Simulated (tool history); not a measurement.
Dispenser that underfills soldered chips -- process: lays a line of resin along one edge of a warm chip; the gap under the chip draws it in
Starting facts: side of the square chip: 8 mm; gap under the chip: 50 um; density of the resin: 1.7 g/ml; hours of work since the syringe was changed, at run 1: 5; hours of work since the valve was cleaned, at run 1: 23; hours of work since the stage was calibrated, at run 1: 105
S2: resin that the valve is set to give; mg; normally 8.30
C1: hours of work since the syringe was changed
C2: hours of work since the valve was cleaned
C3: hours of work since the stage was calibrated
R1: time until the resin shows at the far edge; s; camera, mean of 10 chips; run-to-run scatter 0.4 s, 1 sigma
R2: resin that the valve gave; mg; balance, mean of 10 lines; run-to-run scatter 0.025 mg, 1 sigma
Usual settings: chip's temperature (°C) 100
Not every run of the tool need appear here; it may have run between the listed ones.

{"run": 1, "hour": 0.0, "chip's temperature (°C)": 100, "S2": 8.3, "C1": 5, "C2": 23, "C3": 105, "R1": 28.2, "R2": 8.14}
{"hour": 1.9, "done": "new syringe of resin"}
{"run": 2, "hour": 8.6, "chip's temperature (°C)": 100, "S2": 8.3, "C1": 4, "C2": 29, "C3": 111, "R1": 28.6, "R2": 8.15}
{"hour": 11.1, "done": "new syringe of resin"}
{"run": 3, "hour": 17.8, "chip's temperature (°C)": 100, "S2": 8.3, "C1": 4, "C2": 35, "C3": 117, "R1": 29.6, "R2": 8.07}
{"hour": 20.2, "done": "new syringe of resin"}
{"run": 4, "hour": 22.7, "chip's temperature (°C)": 100, "S2": 10.07, "C1": 2, "C2": 38, "C3": 120, "R1": 26.0, "R2": 9.76}
{"run": 5, "hour": 27.4, "chip's temperature (°C)": 100, "S2": 8.3, "C1": 5, "C2": 41, "C3": 123, "R1": 29.8, "R2": 8.01}
{"hour": 29.5, "done": "new syringe of resin"}
{"hour": 34.6, "done": "dispensing valve cleaned and set on the balance"}
{"run": 6, "hour": 38.4, "chip's temperature (°C)": 100, "S2": 8.3, "C1": 5, "C2": 2, "C3": 129, "R1": 30.2, "R2": 8.26}
{"hour": 39.4, "done": "new syringe of resin"}
{"run": 7, "hour": 45.5, "chip's temperature (°C)": 100, "S2": 7.82, "C1": 4, "C2": 7, "C3": 134, "R1": 28.8, "R2": 7.81}
{"hour": 49.0, "done": "new syringe of resin"}
{"run": 8, "hour": 53.6, "chip's temperature (°C)": 101, "S2": 8.3, "C1": 3, "C2": 12, "C3": 139, "R1": 26.0, "R2": 8.24}
{"hour": 58.3, "done": "new syringe of resin"}
{"run": 9, "hour": 63.6, "chip's temperature (°C)": 114, "S2": 8.3, "C1": 4, "C2": 19, "C3": 145, "R1": 15.4, "R2": 8.16}
{"hour": 67.6, "done": "new syringe of resin"}
{"run": 10, "hour": 68.9, "chip's temperature (°C)": 114, "S2": 8.3, "C1": 1, "C2": 22, "C3": 149, "R1": 14.5, "R2": 8.17}
{"run": 11, "hour": 73.6, "chip's temperature (°C)": 86, "S2": 8.3, "C1": 4, "C2": 25, "C3": 152, "R1": 53.9, "R2": 8.12}
{"hour": 76.8, "done": "new syringe of resin"}
{"run": 12, "hour": 80.1, "chip's temperature (°C)": 100, "S2": 8.3, "C1": 2, "C2": 29, "C3": 156, "R1": 26.0, "R2": 8.15}
{"run": 13, "hour": 85.0, "chip's temperature (°C)": 93, "S2": 7.56, "C1": 5, "C2": 32, "C3": 159, "R1": 41.0, "R2": 7.36}
{"hour": 86.1, "done": "new syringe of resin"}
{"hour": 95.0, "done": "new syringe of resin"}
{"run": 14, "hour": 95.1, "chip's temperature (°C)": 109, "S2": 9.87, "C1": 0, "C2": 38, "C3": 165, "R1": 16.4, "R2": 9.56}
{"run": 15, "hour": 102.3, "chip's temperature (°C)": 94, "S2": 8.69, "C1": 5, "C2": 43, "C3": 170, "R1": 36.5, "R2": 8.35}
{"hour": 104.6, "done": "new syringe of resin"}
{"hour": 105.6, "done": "dispensing valve cleaned and set on the balance"}
{"run": 16, "hour": 108.7, "chip's temperature (°C)": 94, "S2": 8.69, "C1": 2, "C2": 2, "C3": 173, "R1": 34.1, "R2": 8.68}
{"hour": 114.7, "done": "new syringe of resin"}
{"run": 17, "hour": 117.7, "chip's temperature (°C)": 91, "S2": 8.99, "C1": 2, "C2": 8, "C3": 179, "R1": 39.2, "R2": 8.91}
{"hour": 124.4, "done": "new syringe of resin"}
{"run": 18, "hour": 126.3, "chip's temperature (°C)": 108, "S2": 8.78, "C1": 1, "C2": 13, "C3": 184, "R1": 18.0, "R2": 8.65}
{"hour": 133.6, "done": "new syringe of resin"}
{"run": 19, "hour": 134.9, "chip's temperature (°C)": 111, "S2": 8.27, "C1": 1, "C2": 19, "C3": 190, "R1": 16.2, "R2": 8.18}
{"run": 20, "hour": 140.6, "chip's temperature (°C)": 107, "S2": 7.37, "C1": 5, "C2": 22, "C3": 194, "R1": 21.6, "R2": 7.23}
{"hour": 143.0, "done": "new syringe of resin"}
{"run": 21, "hour": 147.7, "chip's temperature (°C)": 114, "S2": 8.0, "C1": 3, "C2": 27, "C3": 198, "R1": 15.4, "R2": 7.85}
{"hour": 152.0, "done": "new syringe of resin"}
{"run": 22, "hour": 157.6, "chip's temperature (°C)": 100, "S2": 8.38, "C1": 4, "C2": 33, "C3": 205, "R1": 27.2, "R2": 8.13}
{"hour": 161.0, "done": "new syringe of resin"}
{"run": 23, "hour": 164.4, "chip's temperature (°C)": 112, "S2": 7.37, "C1": 2, "C2": 38, "C3": 209, "R1": 17.3, "R2": 7.18}

Each row is a separate what-if for the run after 23, all from the same tool condition, not one after another. Results?
{"hour": 170.2, "done": "new syringe of resin"}
{"run": "A", "hour": 173.3, "chip's temperature (°C)": 114, "S2": 8.46, "C1": 2, "C2": 43, "C3": 214, "R1": "?", "R2": "?"}
{"hour": 170.2, "done": "new syringe of resin"}
{"run": "B", "hour": 173.3, "chip's temperature (°C)": 88, "S2": 8.26, "C1": 2, "C2": 43, "C3": 214, "R1": "?", "R2": "?"}
{"hour": 170.2, "done": "new syringe of resin"}
{"run": "C", "hour": 173.3, "chip's temperature (°C)": 94, "S2": 8.3, "C1": 2, "C2": 43, "C3": 214, "R1": "?", "R2": "?"}

run=A R1=14.7 R2=8.18
run=B R1=43.9 R2=7.98
run=C R1=33.6 R2=8.05
Had the tool no hidden state, the same runs would have come out as:
run=A R1=14.6 R2=8.48
run=B R1=44.1 R2=8.26
run=C R1=33.6 R2=8.33
